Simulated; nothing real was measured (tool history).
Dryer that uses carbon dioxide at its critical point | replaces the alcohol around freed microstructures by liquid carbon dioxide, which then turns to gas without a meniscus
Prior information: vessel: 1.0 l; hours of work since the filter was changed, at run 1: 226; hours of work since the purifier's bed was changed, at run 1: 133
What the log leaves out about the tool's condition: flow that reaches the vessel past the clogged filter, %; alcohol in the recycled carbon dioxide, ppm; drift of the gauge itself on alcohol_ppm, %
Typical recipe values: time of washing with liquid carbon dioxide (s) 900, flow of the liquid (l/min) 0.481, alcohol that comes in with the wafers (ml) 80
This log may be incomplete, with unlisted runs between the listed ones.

run	hour	time of washing with liquid carbon dioxide (s)	flow of the liquid (l/min)	alcohol that comes in with the wafers (ml)	hours of work since the filter was changed	hours of work since the purifier's bed was changed	alcohol left in the vessel before it's heated (ppm by volume)
1	0.0	900	0.481	80	226	133	315
2	7.4	900	0.327	80	228	136	1882
3	18.0	900	0.327	80	232	139	1875
4	26.9	900	0.327	80	235	142	1915
5	36.1	900	0.327	80	238	145	1942
6	41.0	900	0.327	80	239	147	1926
7	48.7	900	0.327	80	242	149	1947
8	58.8	900	0.481	52	245	153	208
9	67.3	900	0.481	52	248	156	207
10	78.2	900	0.481	52	252	159	208
11	87.9	780	0.481	80	255	162	661
12	96.7	900	0.481	80	258	165	333
13	107.3	900	0.481	80	261	169	331
14	115.5	900	0.481	80	264	171	340
15	124.6	900	0.481	80	267	174	330
16	131.8	900	0.481	46	270	177	207
17	141.0	900	0.481	46	273	180	200
18	149.9	900	0.481	46	276	183	211
19	155.2	1200	0.481	80	277	185	77
20	164.8	1200	0.481	80	280	188	73
21	174.6	1200	0.481	80	284	191	73
22	182.6	1200	0.481	80	286	194	80
23	190.6	720	0.701	34	289	196	67
24	201.7	720	0.701	34	293	200	77
25	211.6	600	0.658	34	296	203	227
26	219.9	900	0.684	80	299	206	58
27	227.4	720	0.527	80	301	209	678
28	232.7	600	0.481	80	303	210	2045
29	242.0	900	0.347	80	306	213	1630
30	247.1	1080	0.373	26	308	215	187
31	252.4	900	0.290	84	310	217	3368
32	257.7	900	0.290	84	311	219	3349
33	262.6	720	0.290	47	313	220	3583
34	270.3	720	0.290	47	315	223	3660
35	277.6	900	0.570	25	318	225	61
36	285.3	900	0.570	25	320	228	64
37	295.3	600	0.481	64	324	231	1653
38	300.9	600	0.481	40	326	233	1064
39	310.4	900	0.816	80	329	236	34

Predict each of these 5 candidate next runs independently; none follows another, all start after run 39:
A	315.9	1140	0.816	80	331	238	?
B	315.9	840	0.481	80	331	238	?
C	315.9	660	0.493	56	331	238	?
D	315.9	1380	0.344	24	331	238	?
E	315.9	900	0.299	28	331	238	?

run	alcohol left in the vessel before it's heated (ppm by volume)
A	26
B	522
C	950
D	98
E	1054
What these runs would have given with no unlogged condition in the tool:
run	alcohol left in the vessel before it's heated (ppm by volume)
A	2
B	317
C	639
D	48
E	764
